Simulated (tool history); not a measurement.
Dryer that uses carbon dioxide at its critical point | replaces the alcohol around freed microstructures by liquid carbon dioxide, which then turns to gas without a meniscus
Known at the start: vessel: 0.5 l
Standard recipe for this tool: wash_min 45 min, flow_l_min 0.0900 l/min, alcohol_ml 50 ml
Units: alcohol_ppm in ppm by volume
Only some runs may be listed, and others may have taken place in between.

run	day	wash_min	flow_l_min	alcohol_ml	alcohol_ppm
1	0.000	45	0.0900	50	153
2	0.371	45	0.1320	50	20
3	0.567	54	0.0900	50	56
4	0.754	54	0.0900	50	43
5	1.112	45	0.0900	50	157
6	1.408	45	0.0900	50	151
7	1.725	45	0.0642	117	2026
8	2.033	45	0.1175	77	48
9	2.300	45	0.1175	77	49
10	2.646	71	0.0900	50	22
11	2.925	44	0.0900	52	181

Consider 3 possible next runs. They are alternatives, not a sequence: every one starts from the tool as it was left by run 11. What does each give?
A	3.229	46	0.0575	32	?
B	3.229	44	0.1315	52	?
C	3.229	63	0.1194	35	?

run	alcohol_ppm
A	811
B	31
C	16
Without the tool's unlogged condition, the same runs would have read:
run	alcohol_ppm
A	639
B	15
C	3

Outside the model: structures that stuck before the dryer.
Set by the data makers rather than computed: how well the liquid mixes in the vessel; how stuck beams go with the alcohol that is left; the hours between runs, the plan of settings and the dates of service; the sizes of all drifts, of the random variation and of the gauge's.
